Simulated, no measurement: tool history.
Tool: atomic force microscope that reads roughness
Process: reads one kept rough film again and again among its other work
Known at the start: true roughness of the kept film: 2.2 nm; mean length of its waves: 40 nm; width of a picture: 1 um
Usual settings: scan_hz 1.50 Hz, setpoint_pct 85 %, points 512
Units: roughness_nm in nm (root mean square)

run,day,scan_hz,setpoint_pct,points,roughness_nm
1,0.000,1.50,85,512,1.796
2,0.808,1.50,85,671,1.780
3,2.304,1.50,85,671,1.754
4,3.854,1.50,85,676,1.731
5,4.508,1.50,85,676,1.693
6,5.454,1.50,71,512,1.818
7,6.162,1.50,71,512,1.788
# day 6.446: new tip fitted
8,7.146,1.50,71,512,1.914
9,7.979,1.50,85,600,1.761
10,8.667,1.50,85,600,1.770
11,9.821,1.50,85,600,1.726
12,10.942,1.50,85,600,1.715
13,11.758,1.50,85,600,1.692
14,12.783,1.50,85,585,1.670
# day 13.050: new tip fitted
15,14.246,1.27,85,512,1.801
16,15.100,1.27,85,512,1.805
17,16.446,1.50,85,754,1.729
18,17.154,1.50,85,754,1.732

Run 19 comes next. What will it give?
19,18.725,1.50,85,754,?

{"run 19": {"roughness_nm": 1.696}}
Without the tool's hidden state the same run would have given roughness_nm 1.797 nm (root mean square).

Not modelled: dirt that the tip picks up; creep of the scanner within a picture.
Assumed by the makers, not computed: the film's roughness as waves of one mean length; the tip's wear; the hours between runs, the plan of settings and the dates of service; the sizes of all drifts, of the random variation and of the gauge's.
